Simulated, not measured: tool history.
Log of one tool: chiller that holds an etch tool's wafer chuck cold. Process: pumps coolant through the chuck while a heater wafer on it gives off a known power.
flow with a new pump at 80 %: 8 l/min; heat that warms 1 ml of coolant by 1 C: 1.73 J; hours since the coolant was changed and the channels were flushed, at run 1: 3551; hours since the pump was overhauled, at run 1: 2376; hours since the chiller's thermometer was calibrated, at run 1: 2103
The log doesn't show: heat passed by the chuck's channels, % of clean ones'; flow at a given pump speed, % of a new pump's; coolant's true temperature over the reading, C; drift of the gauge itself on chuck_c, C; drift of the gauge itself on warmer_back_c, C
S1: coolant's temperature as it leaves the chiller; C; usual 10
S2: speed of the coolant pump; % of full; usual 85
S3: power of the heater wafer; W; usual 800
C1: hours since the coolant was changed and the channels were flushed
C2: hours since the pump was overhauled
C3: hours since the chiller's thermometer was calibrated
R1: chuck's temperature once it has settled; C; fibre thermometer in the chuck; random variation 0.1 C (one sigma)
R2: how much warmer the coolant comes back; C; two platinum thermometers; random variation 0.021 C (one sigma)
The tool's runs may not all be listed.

| run | day | S1 | S2 | S3 | C1 | C2 | C3 | R1 | R2 |
|---|---|---|---|---|---|---|---|---|---|
| 1 | 0 | 10 | 85 | 800 | 3551 | 2376 | 2103 | 18.6 | 3.25 |
| 2 | 1.967 | 10 | 85 | 800 | 3598 | 2423 | 2150 | 18.7 | 3.26 |
| 3 | 5.154 | 10 | 78 | 800 | 3674 | 2500 | 2226 | 19.5 | 3.58 |
| 4 | 7.279 | 10 | 78 | 800 | 3725 | 2551 | 2277 | 19.3 | 3.58 |
| 5 | 9.95 | 10 | 66 | 800 | 3789 | 2615 | 2341 | 20.6 | 4.27 |
| 6 | 11.554 | 19 | 69 | 1071 | 3828 | 2653 | 2380 | 32.7 | 5.42 |
| 7 | 13.738 | 1 | 85 | 873 | 3880 | 2706 | 2432 | 10.4 | 3.56 |
| 8 | 16.85 | 1 | 99 | 544 | 3955 | 2780 | 2507 | 6.2 | 1.9 |
| 9 | 19.829 | 1 | 99 | 544 | 4027 | 2852 | 2578 | 6.3 | 1.96 |
| 10 | 23.471 | 16 | 78 | 516 | 4114 | 2939 | 2666 | 22 | 2.33 |

Forecast each of these 5 alternatives for the next run:
| A | 26.962 | 10 | 93 | 800 | 4198 | 3023 | 2750 | ? | ? |
| B | 26.962 | 10 | 85 | 595 | 4198 | 3023 | 2750 | ? | ? |
| C | 26.962 | 17 | 85 | 586 | 4198 | 3023 | 2750 | ? | ? |
| D | 26.962 | 16 | 68 | 516 | 4198 | 3023 | 2750 | ? | ? |
| E | 26.962 | 9 | 89 | 447 | 4198 | 3023 | 2750 | ? | ? |

| run | R1 | R2 |
|---|---|---|
| A | 18 | 3.04 |
| B | 16.4 | 2.54 |
| C | 23.4 | 2.45 |
| D | 22.6 | 2.74 |
| E | 13.7 | 1.81 |
Without the tool's hidden state the same runs would have given:
| run | R1 | R2 |
|---|---|---|
| A | 18 | 2.96 |
| B | 16.4 | 2.46 |
| C | 23.4 | 2.37 |
| D | 22.6 | 2.66 |
| E | 13.7 | 1.73 |
